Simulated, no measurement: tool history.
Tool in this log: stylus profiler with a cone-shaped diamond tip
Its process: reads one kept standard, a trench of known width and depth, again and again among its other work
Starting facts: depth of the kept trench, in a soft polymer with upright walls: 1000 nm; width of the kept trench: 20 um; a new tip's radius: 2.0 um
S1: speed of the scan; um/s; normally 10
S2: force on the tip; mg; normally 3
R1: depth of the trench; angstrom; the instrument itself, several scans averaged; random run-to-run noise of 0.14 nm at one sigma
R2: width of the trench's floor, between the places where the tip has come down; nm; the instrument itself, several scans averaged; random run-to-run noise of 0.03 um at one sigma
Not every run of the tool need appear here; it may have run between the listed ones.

run 1 hour=0 | S1=10 S2=3 | R1=10074.3 R2=16390
run 2 hour=16.1 | S1=10 S2=3 | R1=10075 R2=16360
run 3 hour=22.9 | S1=24 S2=3 | R1=10079.6 R2=16270
run 4 hour=33.6 | S1=24 S2=3 | R1=10075.5 R2=16280
run 5 hour=48.4 | S1=24 S2=3 | R1=10073.1 R2=16310
run 6 hour=62.2 | S1=10 S2=3 | R1=10074.6 R2=16380
run 7 hour=69.5 | S1=10 S2=3 | R1=10073.9 R2=16380
run 8 hour=80.6 | S1=10 S2=3 | R1=10074.8 R2=16340
run 9 hour=95.2 | S1=10 S2=3 | R1=10074.2 R2=16360
run 10 hour=102.8 | S1=10 S2=3 | R1=10073.2 R2=16340
run 11 hour=118.3 | S1=10 S2=3 | R1=10074.9 R2=16360
run 12 hour=128.7 | S1=10 S2=3 | R1=10072.8 R2=16350
run 13 hour=142.6 | S1=15 S2=3 | R1=10075.2 R2=16320
run 14 hour=154 | S1=15 S2=3 | R1=10075.3 R2=16330
run 15 hour=168.8 | S1=21 S2=1.9 | R1=10054.5 R2=16260
run 16 hour=185.4 | S1=21 S2=1.9 | R1=10051.2 R2=16180
run 17 hour=200.8 | S1=3 S2=7.83 | R1=10143.3 R2=16380
run 18 hour=214.8 | S1=2 S2=1.51 | R1=10041.7 R2=16370
run 19 hour=226.3 | S1=2 S2=1.51 | R1=10043.4 R2=16410
run 20 hour=233.9 | S1=8 S2=2.62 | R1=10065.3 R2=16340
run 21 hour=245.2 | S1=26 S2=6.6 | R1=10126.2 R2=16280
run 22 hour=256 | S1=15 S2=4.91 | R1=10101.7 R2=16250
run 23 hour=266.8 | S1=3 S2=8.26 | R1=10144.1 R2=16320
run 24 hour=276.4 | S1=10 S2=4.96 | R1=10104.6 R2=16300
run 25 hour=292.4 | S1=10 S2=4.96 | R1=10104.7 R2=16320
run 26 hour=301.5 | S1=10 S2=4.96 | R1=10103.4 R2=16360
run 27 hour=316.3 | S1=15 S2=4.82 | R1=10103.1 R2=16320
run 28 hour=332.9 | S1=3 S2=1.36 | R1=10039.2 R2=16360

Alternative continuations, all from the tool just after run 28; predict every row:
run A hour=349.4 | S1=9 S2=6.61 | R1=? R2=?
run B hour=349.4 | S1=4 S2=2.28 | R1=? R2=?
run C hour=349.4 | S1=7 S2=1.36 | R1=? R2=?

run=A R1=10126.6 R2=16350
run=B R1=10059.1 R2=16370
run=C R1=10041.2 R2=16260
Take away the tool's hidden state, keep each run's random variation, and the runs would have read:
run=A R1=10133.5 R2=16510
run=B R1=10066 R2=16530
run=C R1=10048.1 R2=16420
